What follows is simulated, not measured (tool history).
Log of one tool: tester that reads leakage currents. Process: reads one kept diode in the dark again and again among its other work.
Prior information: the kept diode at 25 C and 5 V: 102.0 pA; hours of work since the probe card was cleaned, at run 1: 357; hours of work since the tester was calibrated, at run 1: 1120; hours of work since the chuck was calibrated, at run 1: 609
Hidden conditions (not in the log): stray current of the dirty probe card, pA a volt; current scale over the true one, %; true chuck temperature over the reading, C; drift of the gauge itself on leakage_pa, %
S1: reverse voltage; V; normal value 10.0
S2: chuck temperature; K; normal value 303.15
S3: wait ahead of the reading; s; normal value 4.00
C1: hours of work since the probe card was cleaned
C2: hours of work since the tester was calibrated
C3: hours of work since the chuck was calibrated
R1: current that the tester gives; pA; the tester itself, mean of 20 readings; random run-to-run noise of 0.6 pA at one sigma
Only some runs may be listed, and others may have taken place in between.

| run | hour | S1 | S2 | S3 | C1 | C2 | C3 | R1 |
|---|---|---|---|---|---|---|---|---|
| 1 | 0.0 | 10.0 | 303.15 | 4.00 | 357 | 1120 | 609 | 189.74 |
| 2 | 108.1 | 10.0 | 303.15 | 4.00 | 434 | 1197 | 686 | 189.18 |
| 3 | 192.1 | 10.0 | 303.15 | 4.00 | 493 | 1257 | 745 | 188.99 |
| 4 | 302.5 | 10.0 | 303.15 | 4.00 | 572 | 1335 | 824 | 188.39 |
| 5 | 407.7 | 10.0 | 303.15 | 4.00 | 646 | 1410 | 898 | 189.11 |
| 6 | 485.2 | 10.0 | 309.15 | 4.00 | 701 | 1465 | 954 | 303.93 |
| 7 | 594.7 | 10.0 | 309.15 | 4.00 | 779 | 1542 | 1031 | 301.44 |
| 8 | 705.3 | 10.0 | 296.15 | 4.00 | 858 | 1621 | 1110 | 107.46 |
| 9 | 759.4 | 10.0 | 296.15 | 4.00 | 896 | 1659 | 1148 | 106.82 |
| 10 | 827.2 | 10.0 | 296.15 | 4.00 | 944 | 1708 | 1196 | 107.37 |
| 11 | 892.3 | 10.0 | 296.15 | 4.00 | 991 | 1754 | 1243 | 107.19 |
| 12 | 955.9 | 10.0 | 320.15 | 4.00 | 1036 | 1799 | 1288 | 693.26 |
| 13 | 1042.4 | 10.0 | 320.15 | 4.00 | 1097 | 1860 | 1349 | 691.54 |
| 14 | 1149.5 | 3.0 | 303.15 | 4.00 | 1173 | 1936 | 1425 | 118.19 |
| 15 | 1204.4 | 10.0 | 303.15 | 4.00 | 1212 | 1975 | 1464 | 184.71 |
| 16 | 1303.7 | 10.0 | 303.15 | 4.00 | 1283 | 2046 | 1535 | 185.30 |
|  | 1328.2 | probe card cleaned and baked |
| 17 | 1383.6 | 10.0 | 303.15 | 4.00 | 39 | 2101 | 1589 | 167.90 |
| 18 | 1443.2 | 10.0 | 303.15 | 4.00 | 82 | 2143 | 1632 | 168.50 |
| 19 | 1508.4 | 10.0 | 303.15 | 4.00 | 128 | 2189 | 1678 | 168.30 |
| 20 | 1580.7 | 10.0 | 303.15 | 4.00 | 179 | 2241 | 1729 | 168.05 |
| 21 | 1626.6 | 8.3 | 303.15 | 1.75 | 212 | 2273 | 1762 | 156.14 |
| 22 | 1694.4 | 8.3 | 303.15 | 6.45 | 260 | 2321 | 1810 | 157.27 |
| 23 | 1757.7 | 8.3 | 303.15 | 0.52 | 305 | 2366 | 1855 | 156.94 |
|  | 1768.8 | chuck's temperature calibrated |
| 24 | 1844.6 | 8.3 | 303.15 | 0.52 | 365 | 2426 | 54 | 193.08 |
| 25 | 1937.5 | 7.5 | 329.15 | 4.00 | 431 | 2493 | 120 | 1356.65 |
| 26 | 2026.7 | 7.5 | 296.15 | 4.00 | 495 | 2556 | 183 | 103.15 |
| 27 | 2102.1 | 10.0 | 305.15 | 5.55 | 548 | 2609 | 237 | 239.57 |
| 28 | 2183.0 | 10.0 | 305.15 | 5.55 | 606 | 2667 | 294 | 238.06 |
| 29 | 2262.6 | 10.0 | 303.15 | 1.04 | 662 | 2723 | 351 | 202.70 |
| 30 | 2315.9 | 10.0 | 328.15 | 2.16 | 700 | 2761 | 389 | 1370.18 |
| 31 | 2387.4 | 10.0 | 328.15 | 2.16 | 751 | 2812 | 439 | 1366.88 |
| 32 | 2467.4 | 1.7 | 326.15 | 0.34 | 808 | 2869 | 496 | 641.45 |
| 33 | 2532.9 | 1.7 | 301.15 | 6.89 | 854 | 2915 | 543 | 90.17 |
| 34 | 2610.1 | 1.7 | 301.15 | 6.89 | 909 | 2970 | 597 | 89.54 |
| 35 | 2677.2 | 1.7 | 301.15 | 6.89 | 957 | 3018 | 645 | 89.76 |
| 36 | 2766.5 | 16.1 | 313.15 | 0.33 | 1020 | 3081 | 708 | 521.55 |
| 37 | 2874.2 | 16.1 | 332.15 | 0.33 | 1096 | 3158 | 785 | 2095.08 |
| 38 | 2974.0 | 3.4 | 308.15 | 0.56 | 1167 | 3229 | 856 | 199.51 |
|  | 3019.8 | tester calibrated |
| 39 | 3037.2 | 2.4 | 306.15 | 4.45 | 1211 | 12 | 899 | 146.22 |

Consider 4 possible next runs. They are alternatives, not a sequence: every one starts from the tool as it was left by run 39. What does each give?
| A | 3149.3 | 10.0 | 300.15 | 4.00 | 1290 | 92 | 979 | ? |
| B | 3149.3 | 1.5 | 319.15 | 3.33 | 1290 | 92 | 979 | ? |
| C | 3149.3 | 9.8 | 314.15 | 1.08 | 1290 | 92 | 979 | ? |
| D | 3149.3 | 6.3 | 306.15 | 0.75 | 1290 | 92 | 979 | ? |

| run | R1 |
|---|---|
| A | 153.94 |
| B | 342.64 |
| C | 453.52 |
| D | 208.21 |
Without the tool's unlogged condition, the same runs would have read:
| run | R1 |
|---|---|
| A | 153.04 |
| B | 374.99 |
| C | 483.12 |
| D | 219.51 |
